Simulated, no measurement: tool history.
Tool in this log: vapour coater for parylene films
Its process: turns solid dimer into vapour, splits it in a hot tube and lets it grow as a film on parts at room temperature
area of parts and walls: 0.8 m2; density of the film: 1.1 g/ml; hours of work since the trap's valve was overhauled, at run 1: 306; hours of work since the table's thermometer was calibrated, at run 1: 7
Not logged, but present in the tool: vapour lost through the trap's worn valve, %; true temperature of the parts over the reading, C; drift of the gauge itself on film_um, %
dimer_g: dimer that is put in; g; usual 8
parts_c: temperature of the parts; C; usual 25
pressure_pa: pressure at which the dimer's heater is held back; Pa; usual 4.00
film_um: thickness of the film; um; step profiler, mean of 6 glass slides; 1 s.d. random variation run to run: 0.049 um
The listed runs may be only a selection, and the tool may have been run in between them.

run	hour	dimer_g	parts_c	pressure_pa	hours of work since the trap's valve was overhauled	hours of work since the table's thermometer was calibrated	film_um
1	0.0	8	25	4.00	306	7	5.99
2	38.4	8	17	4.00	327	28	7.91
3	69.5	10	25	4.00	344	45	7.56
4	92.9	7	25	4.00	357	57	5.24
5	130.0	8	25	2.89	377	77	6.28
# hour 153.6: trap's valve overhauled
6	163.5	9	25	4.00	5	93	6.84
7	185.8	9	25	4.00	17	105	6.74
8	209.3	8	25	2.80	30	118	6.26
9	237.7	8	25	10.42	45	133	5.34
10	267.3	8	25	10.42	61	149	5.39
11	290.8	8	25	10.42	74	162	5.35
12	311.8	8	18	6.70	86	173	7.14
13	343.1	8	25	10.22	102	190	5.34

Each row is a separate what-if for the run after 13, all from the same tool condition, not one after another. Results?
A	366.8	8	25	11.53	115	203	?
B	366.8	10	31	10.22	115	203	?
C	366.8	6	36	2.24	115	203	?
D	366.8	5	35	11.44	115	203	?

run	film_um
A	5.25
B	5.52
C	3.41
D	2.34
Had the tool no hidden state, the same runs would have come out as:
run	film_um
A	5.26
B	5.53
C	3.41
D	2.35
